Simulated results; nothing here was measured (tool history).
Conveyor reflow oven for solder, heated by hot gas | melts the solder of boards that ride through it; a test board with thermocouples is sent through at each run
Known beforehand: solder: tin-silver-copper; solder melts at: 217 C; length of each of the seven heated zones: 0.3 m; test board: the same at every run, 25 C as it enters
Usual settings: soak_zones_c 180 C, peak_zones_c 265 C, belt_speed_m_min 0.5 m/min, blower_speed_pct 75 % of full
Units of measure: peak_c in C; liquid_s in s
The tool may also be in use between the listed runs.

run 1 hour=0 | soak_zones_c=180 peak_zones_c=265 belt_speed_m_min=0.5 blower_speed_pct=75 | peak_c=251 liquid_s=55.81
run 2 hour=16.5 | soak_zones_c=180 peak_zones_c=265 belt_speed_m_min=0.5 blower_speed_pct=75 | peak_c=250.98 liquid_s=55.87
run 3 hour=31.6 | soak_zones_c=180 peak_zones_c=265 belt_speed_m_min=0.5 blower_speed_pct=69 | peak_c=249.56 liquid_s=54.32
run 4 hour=51.8 | soak_zones_c=180 peak_zones_c=265 belt_speed_m_min=0.5 blower_speed_pct=69 | peak_c=249.55 liquid_s=54.36
run 5 hour=66.8 | soak_zones_c=181 peak_zones_c=265 belt_speed_m_min=0.5 blower_speed_pct=69 | peak_c=249.73 liquid_s=54.86
run 6 hour=81.7 | soak_zones_c=181 peak_zones_c=265 belt_speed_m_min=0.5 blower_speed_pct=69 | peak_c=249.6 liquid_s=54.65
run 7 hour=100 | soak_zones_c=181 peak_zones_c=265 belt_speed_m_min=0.5 blower_speed_pct=69 | peak_c=249.52 liquid_s=54.78
run 8 hour=114.2 | soak_zones_c=180 peak_zones_c=265 belt_speed_m_min=0.5 blower_speed_pct=69 | peak_c=249.37 liquid_s=54.31
run 9 hour=123.1 | soak_zones_c=180 peak_zones_c=265 belt_speed_m_min=0.5 blower_speed_pct=69 | peak_c=249.32 liquid_s=54.48
run 10 hour=134.5 | soak_zones_c=181 peak_zones_c=265 belt_speed_m_min=0.5 blower_speed_pct=75 | peak_c=250.79 liquid_s=56.29
run 11 hour=144.9 | soak_zones_c=181 peak_zones_c=265 belt_speed_m_min=0.5 blower_speed_pct=75 | peak_c=250.89 liquid_s=56.16
run 12 hour=155.9 | soak_zones_c=181 peak_zones_c=265 belt_speed_m_min=0.5 blower_speed_pct=75 | peak_c=250.76 liquid_s=56.22
-- hour=170.3 flux residue cleaned out of gas plates and filters
run 13 hour=173 | soak_zones_c=170 peak_zones_c=258 belt_speed_m_min=0.5 blower_speed_pct=69 | peak_c=242.15 liquid_s=45.22
run 14 hour=194 | soak_zones_c=170 peak_zones_c=258 belt_speed_m_min=0.5 blower_speed_pct=69 | peak_c=242.21 liquid_s=45.11

Run 15 is up next; what results do you expect?
run 15 hour=205.8 | soak_zones_c=167 peak_zones_c=265 belt_speed_m_min=0.5 blower_speed_pct=53 | peak_c=? liquid_s=?

Logged for run 15: peak_c 241.89 C, liquid_s 41.99 s.
With the hidden condition absent and the run-to-run variation left alone, this run would have shown peak_c 242.88 C, liquid_s 42.59 s.
